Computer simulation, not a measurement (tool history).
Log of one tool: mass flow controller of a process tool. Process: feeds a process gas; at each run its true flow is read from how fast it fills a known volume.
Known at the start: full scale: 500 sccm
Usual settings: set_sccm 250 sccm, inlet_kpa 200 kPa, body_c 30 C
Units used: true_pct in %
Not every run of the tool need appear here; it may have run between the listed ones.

run	hour	set_sccm	inlet_kpa	body_c	true_pct
1	0	250	200	30	99.37
2	304.1	250	200	30	99.39
3	606.5	250	200	30	99.45
4	816.9	250	200	30	99.26
5	1210.3	250	200	30	99.46
6	1542.2	250	200	30	99.4
7	1854.3	250	200	30	99.41
8	2271	250	199	30	99.47
9	2642.4	250	199	30	99.37
10	2886.1	250	199	30	99.41
11	3338.6	250	200	26	99.27
12	3751.8	250	200	26	99.21
13	4160.9	250	200	26	99.22
14	4472.1	250	158	30	99.31
15	4741.7	250	158	30	99.19
16	5188.8	250	158	30	99.37
17	5644.1	250	213	30	100.19
18	5912.8	250	200	36	100.46
19	6216.8	250	200	36	100.55
20	6551.9	250	200	36	100.46
21	6869.4	250	200	36	100.48
22	7075.2	250	200	36	100.64
23	7521.9	420	238	28	100.16
24	7884.6	420	238	28	100.16
25	8287.2	77	156	26	97.28
26	8480.2	77	270	21	97.55
27	8874.1	327	269	21	98.37
28	9337.6	327	269	21	98.25
29	9533.6	327	209	20	98.07
30	9950	55	209	35	99
31	10226.5	55	209	35	99.33
32	10494	236	200	30	98.34
33	10768.6	50	244	30	99.62
34	11109.2	415	146	25	98.34
35	11465.1	462	171	21	98.42
36	11835	435	213	21	98.34
37	12275.7	250	239	30	98.47
38	12484.4	250	247	20	98.14
39	12772	119	141	37	98.74
40	13096.9	52	200	22	100.68
41	13320	301	248	30	98.69

The log once held 2 entries between its listed runs, left out of this copy. Where does each go, and what is different about the tool's unlogged condition between the listed run before it and the listed run after it?
Between runs 16 and 17: controller's zero set anew (hour 5293.2)
  flow at rest that the sensor doesn't see, % of full scale: 0.509 -> 0.889; true flow over the shown one, %: -0.69 -> -0.75
  the result without the hidden state subtracted from the measured one, true_pct: +0.32 -> +1.02 %
Between runs 24 and 25: controller's zero set anew, once more (hour 8033.9)
  flow at rest that the sensor doesn't see, % of full scale: 1.073 -> 0.052; true flow over the shown one, %: -1.05 -> -1.09
  the result without the hidden state subtracted from the measured one, true_pct: +0.23 -> -0.75 %
